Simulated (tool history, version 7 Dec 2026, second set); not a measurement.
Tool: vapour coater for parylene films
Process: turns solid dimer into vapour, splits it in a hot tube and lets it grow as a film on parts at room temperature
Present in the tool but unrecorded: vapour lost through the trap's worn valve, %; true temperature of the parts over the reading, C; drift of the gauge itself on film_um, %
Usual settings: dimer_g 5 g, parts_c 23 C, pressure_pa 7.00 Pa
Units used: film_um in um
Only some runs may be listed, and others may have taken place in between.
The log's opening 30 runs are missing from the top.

| run | hour | dimer_g | parts_c | pressure_pa | hours of work since the trap's valve was overhauled | hours of work since the table's thermometer was calibrated | film_um |
|---|---|---|---|---|---|---|---|
| 31 | 906.2 | 5 | 19 | 5.59 | 103 | 316 | 1.880 |
| 32 | 935.6 | 5 | 19 | 5.59 | 122 | 335 | 1.890 |
| 33 | 958.1 | 5 | 19 | 7.46 | 137 | 350 | 1.780 |
| 34 | 976.7 | 5 | 19 | 7.46 | 149 | 362 | 1.757 |
|  | 1006.6 | gauge calibrated |
| 35 | 1009.8 | 3 | 18 | 2.67 | 170 | 383 | 1.337 |
| 36 | 1045.2 | 6 | 18 | 3.30 | 193 | 406 | 2.648 |
| 37 | 1062.2 | 2 | 23 | 3.43 | 204 | 417 | 0.734 |
| 38 | 1087.1 | 5 | 16 | 5.05 | 220 | 433 | 2.204 |
| 39 | 1108.4 | 5 | 34 | 11.76 | 234 | 447 | 0.959 |
| 40 | 1127.7 | 2 | 29 | 8.80 | 246 | 459 | 0.482 |
| 41 | 1163.4 | 5 | 15 | 7.00 | 269 | 482 | 2.122 |

Branching from run 41: 4 alternative next runs. What would each branch give?
| A | 1189.9 | 5 | 23 | 3.83 | 286 | 499 | ? |
| B | 1189.9 | 3 | 24 | 4.86 | 286 | 499 | ? |
| C | 1189.9 | 5 | 15 | 3.49 | 286 | 499 | ? |
| D | 1189.9 | 8 | 22 | 7.00 | 286 | 499 | ? |

| run | film_um |
|---|---|
| A | 1.777 |
| B | 0.978 |
| C | 2.193 |
| D | 2.640 |
Take away the tool's hidden state, keep each run's random variation, and the runs would have read:
| run | film_um |
|---|---|
| A | 1.790 |
| B | 0.985 |
| C | 2.208 |
| D | 2.659 |

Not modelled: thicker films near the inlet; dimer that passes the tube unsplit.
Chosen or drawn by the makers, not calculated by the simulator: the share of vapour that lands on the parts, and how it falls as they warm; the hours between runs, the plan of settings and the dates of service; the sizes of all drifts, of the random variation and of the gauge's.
